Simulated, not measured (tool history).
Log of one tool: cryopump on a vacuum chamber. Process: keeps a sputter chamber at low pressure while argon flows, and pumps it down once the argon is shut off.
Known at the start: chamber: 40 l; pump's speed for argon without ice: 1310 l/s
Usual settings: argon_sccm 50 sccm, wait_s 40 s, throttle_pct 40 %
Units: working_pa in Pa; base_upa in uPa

run 1 hour=0.0 | argon_sccm=50 wait_s=40 throttle_pct=40 | working_pa=0.1677 base_upa=2.93
run 2 hour=10.0 | argon_sccm=50 wait_s=23 throttle_pct=40 | working_pa=0.1691 base_upa=3.51
run 3 hour=22.0 | argon_sccm=50 wait_s=23 throttle_pct=40 | working_pa=0.1695 base_upa=3.42
run 4 hour=38.6 | argon_sccm=28 wait_s=40 throttle_pct=40 | working_pa=0.0948 base_upa=3.00
run 5 hour=58.5 | argon_sccm=28 wait_s=40 throttle_pct=40 | working_pa=0.0954 base_upa=2.99
run 6 hour=73.0 | argon_sccm=50 wait_s=40 throttle_pct=40 | working_pa=0.1707 base_upa=3.13
run 7 hour=83.7 | argon_sccm=50 wait_s=40 throttle_pct=40 | working_pa=0.1706 base_upa=3.15
run 8 hour=96.2 | argon_sccm=50 wait_s=40 throttle_pct=40 | working_pa=0.1703 base_upa=3.03
run 9 hour=112.0 | argon_sccm=50 wait_s=40 throttle_pct=34 | working_pa=0.2007 base_upa=3.08
run 10 hour=130.6 | argon_sccm=50 wait_s=40 throttle_pct=34 | working_pa=0.1989 base_upa=3.11
run 11 hour=142.3 | argon_sccm=50 wait_s=40 throttle_pct=34 | working_pa=0.1992 base_upa=3.08
-- hour=153.4 pump warmed up, emptied and cooled again
run 12 hour=157.0 | argon_sccm=50 wait_s=40 throttle_pct=21 | working_pa=0.3089 base_upa=2.74
run 13 hour=172.5 | argon_sccm=27 wait_s=229 throttle_pct=29 | working_pa=0.1206 base_upa=2.29
run 14 hour=186.6 | argon_sccm=27 wait_s=229 throttle_pct=29 | working_pa=0.1191 base_upa=2.31
run 15 hour=200.7 | argon_sccm=48 wait_s=40 throttle_pct=16 | working_pa=0.3890 base_upa=2.82
run 16 hour=209.5 | argon_sccm=90 wait_s=44 throttle_pct=41 | working_pa=0.2847 base_upa=2.80
run 17 hour=227.4 | argon_sccm=81 wait_s=84 throttle_pct=52 | working_pa=0.2024 base_upa=2.48
run 18 hour=241.2 | argon_sccm=40 wait_s=30 throttle_pct=40 | working_pa=0.1308 base_upa=3.03
run 19 hour=260.3 | argon_sccm=21 wait_s=40 throttle_pct=40 | working_pa=0.0684 base_upa=2.77
run 20 hour=277.2 | argon_sccm=61 wait_s=107 throttle_pct=26 | working_pa=0.3021 base_upa=2.51
run 21 hour=286.9 | argon_sccm=55 wait_s=106 throttle_pct=25 | working_pa=0.2869 base_upa=2.55
run 22 hour=296.4 | argon_sccm=35 wait_s=248 throttle_pct=38 | working_pa=0.1203 base_upa=2.36
run 23 hour=312.1 | argon_sccm=50 wait_s=260 throttle_pct=49 | working_pa=0.1335 base_upa=2.46
run 24 hour=327.1 | argon_sccm=91 wait_s=40 throttle_pct=40 | working_pa=0.2970 base_upa=2.96

Measured less the same run without the tool's hidden state. The same run-to-run variation is in both; the gauge's scatter may not be:
The hidden state here: pump's speed, % of a pump's without ice; cold plate's temperature, K; leak into the chamber, uPa l/s; drift of the gauge itself on working_pa, %; drift of the gauge itself on base_upa, %.
run=1 working_pa=+0.0083 base_upa=+2.08
run=2 working_pa=+0.0085 base_upa=+2.14
run=3 working_pa=+0.0085 base_upa=+2.08
run=4 working_pa=+0.0050 base_upa=+2.12
run=5 working_pa=+0.0051 base_upa=+2.13
run=6 working_pa=+0.0092 base_upa=+2.23
run=7 working_pa=+0.0094 base_upa=+2.23
run=8 working_pa=+0.0096 base_upa=+2.15
run=9 working_pa=+0.0098 base_upa=+2.22
run=10 working_pa=+0.0100 base_upa=+2.22
run=11 working_pa=+0.0101 base_upa=+2.20
run=12 working_pa=+0.0005 base_upa=+1.88
run=13 working_pa=+0.0004 base_upa=+1.94
run=14 working_pa=+0.0004 base_upa=+1.95
run=15 working_pa=+0.0009 base_upa=+1.94
run=16 working_pa=+0.0018 base_upa=+1.97
run=17 working_pa=+0.0019 base_upa=+1.95
run=18 working_pa=+0.0010 base_upa=+1.97
run=19 working_pa=+0.0006 base_upa=+1.94
run=20 working_pa=+0.0020 base_upa=+2.05
run=21 working_pa=+0.0019 base_upa=+2.08
run=22 working_pa=+0.0012 base_upa=+2.02
run=23 working_pa=+0.0020 base_upa=+2.12
run=24 working_pa=+0.0039 base_upa=+2.09

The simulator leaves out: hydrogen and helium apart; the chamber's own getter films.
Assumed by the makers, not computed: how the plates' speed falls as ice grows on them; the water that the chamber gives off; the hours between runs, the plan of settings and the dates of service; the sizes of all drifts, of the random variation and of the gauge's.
